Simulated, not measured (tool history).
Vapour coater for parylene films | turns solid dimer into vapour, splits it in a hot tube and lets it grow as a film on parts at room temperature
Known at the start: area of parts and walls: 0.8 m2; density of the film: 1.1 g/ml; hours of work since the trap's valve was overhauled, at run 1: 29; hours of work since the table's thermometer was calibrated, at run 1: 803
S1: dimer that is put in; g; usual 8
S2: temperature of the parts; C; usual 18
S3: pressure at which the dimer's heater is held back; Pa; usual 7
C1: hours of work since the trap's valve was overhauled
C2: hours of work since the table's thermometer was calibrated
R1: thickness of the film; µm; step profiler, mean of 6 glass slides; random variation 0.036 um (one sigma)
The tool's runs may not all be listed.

run	hour	S1	S2	S3	C1	C2	R1
1	0	8	18	7	29	803	4.29
2	37.2	8	18	7	52	826	4.24
3	87.3	8	18	7	82	856	4.22
4	123.9	8	18	7	104	878	4.16
5	171	8	18	7	133	907	4.16
6	228	8	18	7	167	942	4.19
7	299.5	12	18	7	211	985	6.14
8	348.3	8	18	4.96	240	1015	4.42
9	418.2	10	18	4.96	283	1057	5.45
10	462.1	10	18	4.96	309	1084	5.37
11	508.2	10	18	4.96	337	1112	5.44
12	572.8	10	18	4.96	376	1151	5.34
13	638.8	5	18	4.96	416	1191	2.62
# hour 675: table's thermometer calibrated
14	690.9	5	18	4.96	447	10	2.6
15	752.2	8	22	7	485	47	3.08
# hour 768.3: trap's valve overhauled
16	820.9	8	22	7	32	86	3.56
17	878.3	8	22	7	67	121	3.54
18	926.3	3	22	7	96	150	1.28
19	1000.9	4	22	7	141	195	1.68
20	1067.9	8	18	7	182	236	4.07
21	1114.2	8	18	7	210	264	4.08
22	1154.8	8	18	7	234	289	4.02
23	1225.1	8	30	7	277	331	2.28
24	1276.1	8	30	7	308	362	2.25
25	1338.9	8	30	7	346	400	2.24
26	1378.8	11	11	2.47	370	424	9.44
27	1424.9	6	30	5.09	398	452	1.76
28	1474.5	12	18	8.94	428	482	5.48
29	1506	6	18	2.33	447	501	3.77
30	1570.7	6	18	2.33	487	541	3.77
# hour 1583.2: trap's valve overhauled
31	1611.6	10	18	8.6	17	563	5.14
32	1678	10	18	8.6	58	603	5.17
33	1723.7	4	18	6.62	85	631	2.17
34	1787.4	4	18	6.62	124	670	2.16
35	1827	4	21	4.98	148	694	1.96
36	1858.2	10	21	8.71	167	713	4.38
37	1907.2	5	18	8.64	197	742	2.5
38	1945.2	5	18	8.64	220	765	2.5
39	2006.9	3	18	2.5	257	803	1.96
40	2040.8	3	23	7	278	823	1.21
41	2074.5	9	18	9.32	298	844	4.26
42	2139.9	9	19	5.43	338	883	4.61
43	2198.8	6	24	7	373	919	2.24
44	2247.6	6	28	4.92	403	949	2.03
45	2286.7	6	28	2.68	427	972	2.34
46	2347.3	6	19	7.09	463	1009	2.75
# hour 2396.4: trap's valve overhauled
47	2424.2	6	19	7.09	17	1053	3.08

Hidden state or all else? Some run-to-run changes of R1, split into what the settings, what came in and random variation would give without the hidden state, and what is left for the hidden state (with any gauge scatter that isn't in both results):
The hidden state here: vapour lost through the trap's worn valve, %; true temperature of the parts over the reading, C; drift of the gauge itself on film_um, %.
Run 25 -> 26: S1 8 -> 11, S2 30 -> 11, S3 7 -> 2.47. R1 +7.2 µm: hidden state -0.74, all else +7.94.
Run 26 -> 27: S1 11 -> 6, S2 11 -> 30, S3 2.47 -> 5.09. R1 -7.68 µm: hidden state +0.75, all else -8.43.
Run 27 -> 28: S1 6 -> 12, S2 30 -> 18, S3 5.09 -> 8.94. R1 +3.72 µm: hidden state -0.44, all else +4.16.
Run 30 -> 31: S1 6 -> 10, S3 2.33 -> 8.6, trap's valve overhauled. R1 +1.37 µm: hidden state +0.52, all else +0.85.
